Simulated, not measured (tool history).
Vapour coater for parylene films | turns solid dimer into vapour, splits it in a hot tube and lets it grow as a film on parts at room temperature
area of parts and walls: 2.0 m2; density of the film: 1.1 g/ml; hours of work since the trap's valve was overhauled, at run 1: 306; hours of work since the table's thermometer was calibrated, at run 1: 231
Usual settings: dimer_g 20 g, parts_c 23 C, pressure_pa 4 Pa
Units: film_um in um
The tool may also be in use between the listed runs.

run    day  dimer_g  parts_c  pressure_pa  hours of work since the trap's valve was overhauled  hours of work since the table's thermometer was calibrated  film_um
  1      0       20       23            4                                                  306                                                         231     6.61
  2  0.912       32       23            4                                                  323                                                         247     10.6
  3  1.617       16       23            4                                                  336                                                         260     5.24
  4  2.183       16       23            4                                                  346                                                         270     5.31
  5  2.933       16       23            4                                                  360                                                         284     5.27
  6  3.862       16       29            4                                                  376                                                         301     4.48
  7   4.35       16       29            4                                                  385                                                         310     4.47
  8    5.2       20       23         6.07                                                  401                                                         325     6.09
  9  5.608       14       23            4                                                  408                                                         333     4.51
 10  6.288       20       25            4                                                  421                                                         345     6.21
 11  6.967        9       23            4                                                  433                                                         357     2.97
 12  7.596       20       26            4                                                  444                                                         369     6.05
 13  8.571       20       23            4                                                  462                                                         387     6.42
 14  9.442       20       23            4                                                  478                                                         402     6.53

The next listed run, before its measurement:
 15  9.938       20       23            4                                                  487                                                         411        ?

film_um: 6.51 um
Without the tool's hidden state the same run would have given film_um 7.09 um.
